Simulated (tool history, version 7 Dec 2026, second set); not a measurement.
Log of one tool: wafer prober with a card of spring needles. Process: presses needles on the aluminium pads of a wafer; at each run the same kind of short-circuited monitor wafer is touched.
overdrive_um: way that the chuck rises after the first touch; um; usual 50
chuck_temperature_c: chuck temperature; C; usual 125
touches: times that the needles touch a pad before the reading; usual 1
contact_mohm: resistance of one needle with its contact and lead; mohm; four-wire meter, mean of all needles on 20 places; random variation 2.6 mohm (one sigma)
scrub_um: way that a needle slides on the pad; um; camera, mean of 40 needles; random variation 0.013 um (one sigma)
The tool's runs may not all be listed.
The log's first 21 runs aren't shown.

run	hour	overdrive_um	chuck_temperature_c	touches	contact_mohm	scrub_um
# hour 527.2: tips cleaned on abrasive film
22	533.5	40	123	1	418	9.82
# hour 560.0: tips cleaned on abrasive film
23	565.4	32	116	1	470	7.76
24	584.0	32	116	1	686	7.78
# hour 591.9: tips cleaned on abrasive film
25	606.3	38	41	2	430	9.26
# hour 622.6: tips cleaned on abrasive film
26	639.7	38	41	2	447	9.24
# hour 654.3: tips cleaned on abrasive film
# hour 670.4: height of the first contact set anew
27	673.0	62	120	2	355	15.51
# hour 686.5: tips cleaned on abrasive film
28	693.2	57	74	1	354	14.24
# hour 718.5: tips cleaned on abrasive film
29	724.4	57	74	1	353	14.21
# hour 750.2: tips cleaned on abrasive film
30	757.6	57	75	1	356	14.18
# hour 782.2: tips cleaned on abrasive film
31	785.9	67	125	3	304	16.69
32	808.8	47	91	2	407	11.69
# hour 814.6: tips cleaned on abrasive film
33	842.2	44	26	1	525	10.90

Forecast each of these 4 alternatives for the next run:
# hour 847.5: tips cleaned on abrasive film
A	866.2	32	51	1	?	?
# hour 847.5: tips cleaned on abrasive film
B	866.2	43	125	1	?	?
# hour 847.5: tips cleaned on abrasive film
C	866.2	53	26	1	?	?
# hour 847.5: tips cleaned on abrasive film
D	866.2	67	121	2	?	?

run	contact_mohm	scrub_um
A	674	7.87
B	503	10.63
C	432	13.12
D	346	16.60
Without the tool's hidden state the same runs would have given:
run	contact_mohm	scrub_um
A	281	7.99
B	301	10.76
C	269	13.25
D	291	16.73

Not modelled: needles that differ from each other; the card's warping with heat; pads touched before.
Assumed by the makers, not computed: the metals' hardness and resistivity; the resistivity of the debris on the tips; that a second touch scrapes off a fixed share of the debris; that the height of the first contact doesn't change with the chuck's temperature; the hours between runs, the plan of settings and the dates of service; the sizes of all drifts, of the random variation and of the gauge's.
